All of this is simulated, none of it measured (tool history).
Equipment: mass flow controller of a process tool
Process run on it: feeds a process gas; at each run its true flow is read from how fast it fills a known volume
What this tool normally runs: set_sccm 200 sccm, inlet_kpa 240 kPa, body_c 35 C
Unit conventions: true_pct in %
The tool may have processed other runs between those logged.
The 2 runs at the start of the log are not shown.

run    hour  set_sccm  inlet_kpa  body_c  hours of work since the controller was set to zero  hours of work since the controller was changed  true_pct
  3   124.8       200        240      35                                                1271                                            1271     98.43
  4   197.0       200        240      35                                                1325                                            1325     98.42
  5   252.4       200        240      35                                                1366                                            1366     98.46
  6   305.9       200        240      35                                                1406                                            1406     98.48
  7   389.2       200        240      35                                                1469                                            1469     98.61
  8   448.3       200        240      35                                                1513                                            1513     98.51
  9   504.9       200        240      35                                                1555                                            1555     98.49
 10   555.5       200        240      35                                                1593                                            1593     98.39
 11   607.2       200        240      35                                                1632                                            1632     98.41
      613.3  -- controller's zero set anew
 12   649.5       200        169      35                                                  27                                            1663     97.59
 13   700.0       200        169      35                                                  65                                            1701     97.53
 14   756.7       200        169      35                                                 107                                            1743     97.52
 15   814.1       200        169      35                                                 150                                            1786     97.57
 16   870.3       200        151      35                                                 192                                            1828     97.50
 17   945.9       200        240      35                                                 249                                            1885     97.94
 18  1008.9       200        240      31                                                 296                                            1932     98.34
     1032.2  -- controller's zero set anew, once more
 19  1054.2       200        240      31                                                  16                                            1965     99.97
 20  1116.0       200        240      31                                                  63                                            2011     99.96
 21  1155.3       200        240      31                                                  92                                            2041    100.02
 22  1226.9       200        240      31                                                 146                                            2094     99.90

Run 23 is up next; what results do you expect?
 23  1268.8       200        143      35                                                 177                                            2126         ?

Run 23 yielded true_pct 99.17 %.
With no hidden state in the tool, this same run would have given true_pct 98.09 %.
